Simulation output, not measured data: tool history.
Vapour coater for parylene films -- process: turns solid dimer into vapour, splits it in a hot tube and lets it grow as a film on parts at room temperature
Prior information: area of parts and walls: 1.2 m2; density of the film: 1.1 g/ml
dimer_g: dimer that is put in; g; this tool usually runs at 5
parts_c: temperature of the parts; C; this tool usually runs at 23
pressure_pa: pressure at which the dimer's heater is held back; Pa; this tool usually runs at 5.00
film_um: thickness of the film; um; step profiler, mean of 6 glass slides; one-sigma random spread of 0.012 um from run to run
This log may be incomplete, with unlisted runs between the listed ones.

| run | hour | dimer_g | parts_c | pressure_pa | film_um |
|---|---|---|---|---|---|
| 1 | 0.0 | 5 | 23 | 5.00 | 2.65 |
| 2 | 14.1 | 5 | 23 | 5.00 | 2.65 |
| 3 | 30.5 | 6 | 23 | 5.00 | 3.17 |
| 4 | 44.4 | 6 | 23 | 5.31 | 3.17 |
| 5 | 62.0 | 5 | 23 | 5.00 | 2.65 |
| 6 | 69.8 | 5 | 23 | 5.00 | 2.66 |
| 7 | 79.0 | 5 | 23 | 5.00 | 2.66 |
| 8 | 87.9 | 5 | 23 | 11.83 | 2.54 |
| 9 | 98.9 | 5 | 23 | 11.83 | 2.53 |
| 10 | 116.7 | 4 | 23 | 5.00 | 2.12 |
| 11 | 134.5 | 4 | 23 | 5.00 | 2.14 |
| 12 | 143.7 | 4 | 23 | 5.00 | 2.14 |
| 13 | 160.9 | 4 | 23 | 5.00 | 2.17 |
| 14 | 178.1 | 4 | 23 | 5.00 | 2.16 |
| 15 | 187.9 | 4 | 23 | 5.00 | 2.15 |
| 16 | 200.0 | 4 | 23 | 5.00 | 2.15 |
| 17 | 217.8 | 5 | 20 | 10.99 | 2.68 |
|  | 224.5 | trap's valve overhauled |
| 18 | 235.8 | 8 | 26 | 3.90 | 4.19 |
| 19 | 246.4 | 4 | 15 | 2.22 | 2.59 |
| 20 | 264.1 | 4 | 15 | 2.22 | 2.59 |
| 21 | 273.7 | 4 | 26 | 3.22 | 2.14 |
| 22 | 291.5 | 3 | 23 | 5.00 | 1.64 |
| 23 | 307.5 | 5 | 29 | 2.29 | 2.62 |
| 24 | 324.5 | 8 | 19 | 3.63 | 4.73 |
|  | 329.8 | gauge calibrated |
| 25 | 334.1 | 8 | 19 | 3.63 | 4.62 |
| 26 | 348.3 | 8 | 19 | 3.63 | 4.62 |
| 27 | 360.3 | 2 | 16 | 3.63 | 1.21 |
| 28 | 375.7 | 5 | 23 | 5.81 | 2.64 |
| 29 | 390.8 | 4 | 19 | 11.62 | 2.16 |

Measured result minus the same run's result without the hidden state. Both carry the same run-to-run variation, though not necessarily the same gauge scatter:
The tool's hidden condition here consists of: vapour lost through the trap's worn valve, %; true temperature of the parts over the reading, C; drift of the gauge itself on film_um, %.
| run | film_um |
|---|---|
| 1 | -0.01 |
| 2 | +0.00 |
| 3 | +0.00 |
| 4 | +0.01 |
| 5 | +0.01 |
| 6 | +0.01 |
| 7 | +0.01 |
| 8 | +0.02 |
| 9 | +0.02 |
| 10 | +0.01 |
| 11 | +0.02 |
| 12 | +0.02 |
| 13 | +0.03 |
| 14 | +0.03 |
| 15 | +0.03 |
| 16 | +0.03 |
| 17 | +0.04 |
| 18 | +0.08 |
| 19 | +0.05 |
| 20 | +0.05 |
| 21 | +0.04 |
| 22 | +0.04 |
| 23 | +0.06 |
| 24 | +0.12 |
| 25 | +0.00 |
| 26 | +0.01 |
| 27 | +0.00 |
| 28 | +0.00 |
| 29 | +0.01 |
